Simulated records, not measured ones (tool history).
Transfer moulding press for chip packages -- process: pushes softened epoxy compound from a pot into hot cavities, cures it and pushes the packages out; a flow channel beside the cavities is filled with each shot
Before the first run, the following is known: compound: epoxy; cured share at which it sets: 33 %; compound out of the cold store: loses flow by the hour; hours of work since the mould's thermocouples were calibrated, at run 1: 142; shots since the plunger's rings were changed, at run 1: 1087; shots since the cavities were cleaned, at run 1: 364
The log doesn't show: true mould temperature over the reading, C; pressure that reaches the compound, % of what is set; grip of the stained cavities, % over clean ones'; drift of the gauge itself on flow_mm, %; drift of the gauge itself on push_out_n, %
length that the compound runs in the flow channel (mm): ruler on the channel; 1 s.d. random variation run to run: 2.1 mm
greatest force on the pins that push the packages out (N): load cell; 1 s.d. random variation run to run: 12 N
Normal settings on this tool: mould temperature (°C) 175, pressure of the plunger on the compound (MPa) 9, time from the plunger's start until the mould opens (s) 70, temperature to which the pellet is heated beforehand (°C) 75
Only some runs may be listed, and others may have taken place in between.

| run | hour | mould temperature (°C) | pressure of the plunger on the compound (MPa) | time from the plunger's start until the mould opens (s) | temperature to which the pellet is heated beforehand (°C) | hours of work since the mould's thermocouples were calibrated | shots since the plunger's rings were changed | shots since the cavities were cleaned | incoming compound's hours out of the cold store | length that the compound runs in the flow channel (mm) | greatest force on the pins that push the packages out (N) |
|---|---|---|---|---|---|---|---|---|---|---|---|
| 1 | 0 | 175 | 9 | 70 | 75 | 142 | 1087 | 364 | 37.3 | 547 | 710 |
| 2 | 10.4 | 175 | 10.48 | 70 | 75 | 147 | 1192 | 469 | 8.2 | 629 | 793 |
| 3 | 15.5 | 175 | 10.48 | 70 | 75 | 149 | 1244 | 521 | 26.5 | 605 | 792 |
| 4 | 23.9 | 171 | 9 | 70 | 75 | 153 | 1329 | 606 | 24.8 | 571 | 1050 |
| 5 | 34.3 | 175 | 9 | 70 | 75 | 157 | 1434 | 711 | 35.1 | 547 | 812 |
| 6 | 38.9 | 175 | 9 | 70 | 75 | 159 | 1481 | 758 | 29 | 557 | 860 |
| 7 | 46.1 | 175 | 9 | 70 | 75 | 162 | 1554 | 831 | 36.7 | 544 | 865 |
|  | 50.7 | cavities cleaned with cleaning compound and waxed |
| 8 | 57.1 | 175 | 9 | 70 | 75 | 166 | 1650 | 65 | 24.8 | 559 | 931 |
| 9 | 65.5 | 175 | 9 | 70 | 75 | 170 | 1735 | 150 | 40.9 | 539 | 932 |
| 10 | 74.4 | 175 | 9 | 70 | 75 | 174 | 1825 | 240 | 42.6 | 539 | 876 |
| 11 | 79.4 | 175 | 9 | 70 | 72 | 176 | 1875 | 290 | 36 | 545 | 944 |
| 12 | 87.6 | 175 | 10.94 | 70 | 75 | 179 | 1959 | 374 | 40.4 | 597 | 982 |
| 13 | 95.5 | 175 | 10.94 | 70 | 75 | 183 | 2038 | 453 | 48 | 588 | 886 |
|  | 99.3 | cavities cleaned with cleaning compound and waxed, once more |
| 14 | 103.1 | 175 | 10.94 | 70 | 75 | 185 | 2100 | 39 | 36.8 | 601 | 584 |
| 15 | 112.8 | 169 | 9 | 70 | 75 | 189 | 2198 | 137 | 28.6 | 559 | 971 |
| 16 | 122.2 | 169 | 9 | 70 | 75 | 194 | 2294 | 233 | 25.6 | 563 | 1064 |
| 17 | 128.4 | 169 | 9 | 70 | 75 | 196 | 2356 | 295 | 47.4 | 536 | 1052 |
| 18 | 133.9 | 175 | 6.82 | 87 | 75 | 199 | 2412 | 351 | 9.2 | 497 | 530 |
| 19 | 141.1 | 175 | 6.82 | 50 | 72 | 202 | 2485 | 424 | 39.8 | 466 | 1577 |
| 20 | 146.2 | 181 | 9 | 84 | 73 | 204 | 2536 | 475 | 28.8 | 541 | 490 |
| 21 | 151.2 | 181 | 9 | 84 | 83 | 206 | 2586 | 525 | 32.6 | 533 | 495 |
| 22 | 158.4 | 183 | 9 | 84 | 72 | 209 | 2659 | 598 | 13.8 | 555 | 533 |
| 23 | 164.4 | 183 | 9 | 54 | 69 | 212 | 2721 | 660 | 8.9 | 556 | 934 |
|  | 171.5 | plunger's sealing rings changed |
| 24 | 173.4 | 183 | 9 | 54 | 69 | 214 | 19 | 725 | 38.6 | 546 | 943 |
| 25 | 180.5 | 173 | 7.42 | 82 | 73 | 217 | 91 | 797 | 14 | 536 | 707 |
|  | 188.1 | cavities cleaned with cleaning compound and waxed |
| 26 | 188.1 | 173 | 7.42 | 82 | 73 | 220 | 153 | 1 | 17.1 | 532 | 468 |
| 27 | 193.7 | 177 | 8.88 | 82 | 73 | 223 | 209 | 57 | 47.4 | 542 | 416 |
| 28 | 201.8 | 177 | 8.88 | 82 | 73 | 226 | 291 | 139 | 26.7 | 565 | 451 |
| 29 | 206.3 | 175 | 9.75 | 54 | 84 | 228 | 337 | 185 | 27.7 | 591 | 1216 |

Consider 4 possible next runs. They are alternatives, not a sequence: every one starts from the tool as it was left by run 29. What does each give?
| A | 210.7 | 172 | 9.75 | 75 | 77 | 230 | 382 | 230 | 20.7 | ? | ? |
| B | 210.7 | 173 | 9 | 70 | 72 | 230 | 382 | 230 | 40.5 | ? | ? |
| C | 210.7 | 175 | 8.05 | 100 | 75 | 230 | 382 | 230 | 33.3 | ? | ? |
| D | 210.7 | 180 | 9.75 | 61 | 84 | 230 | 382 | 230 | 46 | ? | ? |

| run | length that the compound runs in the flow channel (mm) | greatest force on the pins that push the packages out (N) |
|---|---|---|
| A | 607 | 731 |
| B | 559 | 760 |
| C | 531 | 452 |
| D | 557 | 617 |
Without the tool's unlogged condition, the same runs would have read:
| run | length that the compound runs in the flow channel (mm) | greatest force on the pins that push the packages out (N) |
|---|---|---|
| A | 611 | 623 |
| B | 562 | 648 |
| C | 534 | 381 |
| D | 560 | 525 |
